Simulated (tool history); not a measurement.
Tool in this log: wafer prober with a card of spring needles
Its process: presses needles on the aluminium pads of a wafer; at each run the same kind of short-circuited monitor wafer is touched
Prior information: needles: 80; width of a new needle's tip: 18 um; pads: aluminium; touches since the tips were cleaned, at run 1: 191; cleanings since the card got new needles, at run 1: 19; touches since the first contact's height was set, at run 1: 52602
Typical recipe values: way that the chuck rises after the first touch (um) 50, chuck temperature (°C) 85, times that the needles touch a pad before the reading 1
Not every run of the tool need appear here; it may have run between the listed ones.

run   hour  way that the chuck rises after the first touch (um)  chuck temperature (°C)  times that the needles touch a pad before the reading  touches since the tips were cleaned  cleanings since the card got new needles  touches since the first contact's height was set  resistance of one needle with its contact and lead (mohm)  way that a needle slides on the pad (um)
  1    0.0                                                   50                      85                                                      1                                  191                                        19                                             52602                                                        267                                     11.59
  2    4.9                                                   50                      85                                                      1                                 1676                                        19                                             54087                                                        269                                     11.59
       7.9  -- tips cleaned on abrasive film
      16.1  -- tips cleaned on abrasive film
  3   16.1                                                   50                      85                                                      1                                    0                                        21                                             57396                                                        270                                     11.63
  4   20.7                                                   50                      53                                                      1                                 1379                                        21                                             58775                                                        255                                     11.64
      24.5  -- tips cleaned on abrasive film
  5   27.6                                                   50                      31                                                      1                                  951                                        22                                             60831                                                        252                                     11.66
      32.7  -- tips cleaned on abrasive film
  6   35.2                                                   50                      31                                                      1                                  751                                        23                                             63074                                                        249                                     11.68
      41.0  -- tips cleaned on abrasive film
  7   41.0                                                   50                      31                                                      1                                    0                                        24                                             64802                                                        253                                     11.65
      49.4  -- tips cleaned on abrasive film
  8   52.2                                                   50                      85                                                      1                                  844                                        25                                             68135                                                        266                                     11.68
      55.3  -- height of the first contact set anew
  9   57.7                                                   50                      85                                                      1                                 2411                                        25                                               737                                                        272                                     11.74
      58.5  -- tips cleaned on abrasive film
 10   64.0                                                   56                      28                                                      1                                 1670                                        26                                              2607                                                        251                                     13.12
      66.7  -- tips cleaned on abrasive film
 11   74.3                                                   62                      72                                                      1                                 2293                                        27                                              5681                                                        264                                     14.50
      75.0  -- tips cleaned on abrasive film
      83.4  -- tips cleaned on abrasive film
 12   85.1                                                   56                      27                                                      2                                  519                                        29                                              8862                                                        248                                     13.16
      91.8  -- tips cleaned on abrasive film
 13   94.5                                                   56                      27                                                      2                                  815                                        30                                             11648                                                        254                                     13.19
 14   99.7                                                   56                      27                                                      2                                 2404                                        30                                             13237                                                        248                                     13.20
     100.8  -- tips cleaned on abrasive film
 15  108.0                                                   50                      42                                                      1                                 2160                                        31                                             15685                                                        254                                     11.81
     109.5  -- tips cleaned on abrasive film
 16  115.0                                                   50                      42                                                      1                                 1642                                        32                                             17768                                                        258                                     11.79
     118.3  -- tips cleaned on abrasive film
 17  119.7                                                   50                      42                                                      1                                  403                                        33                                             19150                                                        254                                     11.83
     126.8  -- tips cleaned on abrasive film
 18  129.4                                                   46                      48                                                      2                                  783                                        34                                             22033                                                        259                                     10.88

Forecast each of these 3 alternatives for the next run:
     134.9  -- tips cleaned on abrasive film
  A  140.0                                                   68                      25                                                      2                                 1533                                        35                                             25212                                                          ?                                         ?
     134.9  -- tips cleaned on abrasive film
  B  140.0                                                   31                      36                                                      2                                 1533                                        35                                             25212                                                          ?                                         ?
     134.9  -- tips cleaned on abrasive film
  C  140.0                                                   47                      64                                                      2                                 1533                                        35                                             25212                                                          ?                                         ?

run  resistance of one needle with its contact and lead (mohm)  way that a needle slides on the pad (um)
  A                                                        251                                     16.15
  B                                                        257                                      7.34
  C                                                        264                                     11.14
The same runs, with their run-to-run variation unchanged, on a tool lacking any hidden condition would have given:
run  resistance of one needle with its contact and lead (mohm)  way that a needle slides on the pad (um)
  A                                                        251                                     15.82
  B                                                        257                                      7.19
  C                                                        264                                     10.91
